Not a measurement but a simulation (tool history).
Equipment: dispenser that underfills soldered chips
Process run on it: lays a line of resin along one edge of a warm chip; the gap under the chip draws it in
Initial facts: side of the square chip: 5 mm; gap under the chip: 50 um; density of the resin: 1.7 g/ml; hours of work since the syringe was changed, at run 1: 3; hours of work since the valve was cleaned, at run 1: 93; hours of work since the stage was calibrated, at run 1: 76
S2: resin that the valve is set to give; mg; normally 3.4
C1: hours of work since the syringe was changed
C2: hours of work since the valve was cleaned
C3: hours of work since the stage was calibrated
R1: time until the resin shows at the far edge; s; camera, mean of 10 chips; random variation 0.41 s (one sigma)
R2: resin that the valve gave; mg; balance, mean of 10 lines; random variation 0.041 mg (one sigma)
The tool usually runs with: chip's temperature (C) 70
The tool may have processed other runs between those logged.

Run 1, hour 0: usual settings; C1 3; C2 93; C3 76. Result: R1 33.5 s, R2 3.26 mg.
Run 2, hour 2.2: usual settings but chip's temperature (C) 63; C1 5; C2 95; C3 77. Result: R1 49 s, R2 3.24 mg.
Run 3, hour 6.7: usual settings but chip's temperature (C) 65; C1 8; C2 98; C3 80. Result: R1 54.4 s, R2 3.23 mg.
Run 4, hour 9.5: usual settings but chip's temperature (C) 65; C1 10; C2 100; C3 82. Result: R1 61.4 s, R2 3.2 mg.
At hour 10.2: new syringe of resin.
Run 5, hour 13.1: usual settings but S2 3.53 mg; C1 2; C2 102; C3 84. Result: R1 31 s, R2 3.32 mg.
Run 6, hour 15.2: usual settings but S2 3.53 mg; C1 3; C2 103; C3 86. Result: R1 33.7 s, R2 3.35 mg.
Run 7, hour 20: usual settings but S2 3.53 mg; C1 7; C2 106; C3 89. Result: R1 40.1 s, R2 3.35 mg.
Run 8, hour 23.4: usual settings but S2 3.53 mg; C1 9; C2 109; C3 91. Result: R1 46.1 s, R2 3.35 mg.
At hour 25.2: new syringe of resin.
Run 9, hour 26.4: usual settings but S2 3.53 mg; C1 1; C2 110; C3 93. Result: R1 28.1 s, R2 3.26 mg.
Run 10, hour 28.8: usual settings but S2 3.47 mg; C1 2; C2 112; C3 95. Result: R1 30.8 s, R2 3.29 mg.
Run 11, hour 31.9: usual settings but chip's temperature (C) 57; C1 4; C2 114; C3 97. Result: R1 62.1 s, R2 3.23 mg.
Run 12, hour 36.2: usual settings but chip's temperature (C) 57; C1 7; C2 117; C3 100. Result: R1 74.4 s, R2 3.22 mg.
Run 13, hour 39.3: usual settings but chip's temperature (C) 57; C1 9; C2 119; C3 102. Result: R1 85.2 s, R2 3.2 mg.
At hour 40.2: new syringe of resin.
Run 14, hour 41.9: usual settings but chip's temperature (C) 57, S2 2.94 mg; C1 1; C2 121; C3 103. Result: R1 54.3 s, R2 2.74 mg.
Run 15, hour 43.8: usual settings but chip's temperature (C) 57, S2 2.94 mg; C1 2; C2 122; C3 105. Result: R1 57.8 s, R2 2.72 mg.
Run 16, hour 48.6: usual settings but chip's temperature (C) 60, S2 3.58 mg; C1 6; C2 125; C3 108. Result: R1 57.7 s, R2 3.33 mg.
Run 17, hour 53.5: usual settings but chip's temperature (C) 60, S2 3.58 mg; C1 9; C2 128; C3 111. Result: R1 72.1 s, R2 3.35 mg.
At hour 55.1: new syringe of resin.
Run 18, hour 57.7: usual settings but chip's temperature (C) 82, S2 3.53 mg; C1 2; C2 131; C3 114. Result: R1 19 s, R2 3.31 mg.
Run 19, hour 61.5: usual settings but chip's temperature (C) 78, S2 3.13 mg; C1 4; C2 134; C3 116. Result: R1 25.9 s, R2 2.85 mg.
Run 20, hour 65.6: usual settings but chip's temperature (C) 64, S2 2.95 mg; C1 7; C2 136; C3 119. Result: R1 54.6 s, R2 2.79 mg.
Run 21, hour 68.9: usual settings but chip's temperature (C) 64, S2 2.95 mg; C1 9; C2 139; C3 121. Result: R1 64.6 s, R2 2.76 mg.
At hour 70.2: new syringe of resin.
Run 22, hour 71.9: usual settings but chip's temperature (C) 63, S2 3.58 mg; C1 1; C2 140; C3 123. Result: R1 39.7 s, R2 3.33 mg.
Run 23, hour 75: usual settings but S2 4.02 mg; C1 3; C2 143; C3 125. Result: R1 32.7 s, R2 3.83 mg.
Run 24, hour 79.6: usual settings but S2 4.02 mg; C1 6; C2 146; C3 128. Result: R1 39.9 s, R2 3.69 mg.

Entry by entry between the runs, the difference in hidden state between the last listed run before and the first listed run after:
In the gap between runs 4 and 5: new syringe of resin (hour 10.2)
  resin's viscosity, % of fresh resin's: 177.4 -> 110.2; dose that the valve gives, % of what is set: 94.55 -> 94.44
  the result without the hidden state subtracted from the measured one, R1: +26.6 -> +2.7 s; R2: -0.18 -> -0.2 mg
In the gap between runs 8 and 9: new syringe of resin (hour 25.2)
  resin's viscosity, % of fresh resin's: 166.7 -> 103.9; dose that the valve gives, % of what is set: 94.08 -> 93.98
  the result without the hidden state subtracted from the measured one, R1: +18.3 -> +0.9 s; R2: -0.21 -> -0.22 mg
In the gap between runs 13 and 14: new syringe of resin (hour 40.2)
  resin's viscosity, % of fresh resin's: 174.3 -> 106.1; dose that the valve gives, % of what is set: 93.54 -> 93.46
  the result without the hidden state subtracted from the measured one, R1: +36.1 -> +3.4 s; R2: -0.22 -> -0.2 mg
In the gap between runs 17 and 18: new syringe of resin (hour 55.1)
  resin's viscosity, % of fresh resin's: 169.1 -> 109.7; dose that the valve gives, % of what is set: 93.06 -> 92.92; true chip temperature over the reading, C: 0.35 -> 0.36
  the result without the hidden state subtracted from the measured one, R1: +29 -> +1.6 s; R2: -0.25 -> -0.25 mg
In the gap between runs 21 and 22: new syringe of resin (hour 70.2)
  resin's viscosity, % of fresh resin's: 172.1 -> 106.6; dose that the valve gives, % of what is set: 92.51 -> 92.42
  the result without the hidden state subtracted from the measured one, R1: +27.3 -> +2.2 s; R2: -0.22 -> -0.27 mg
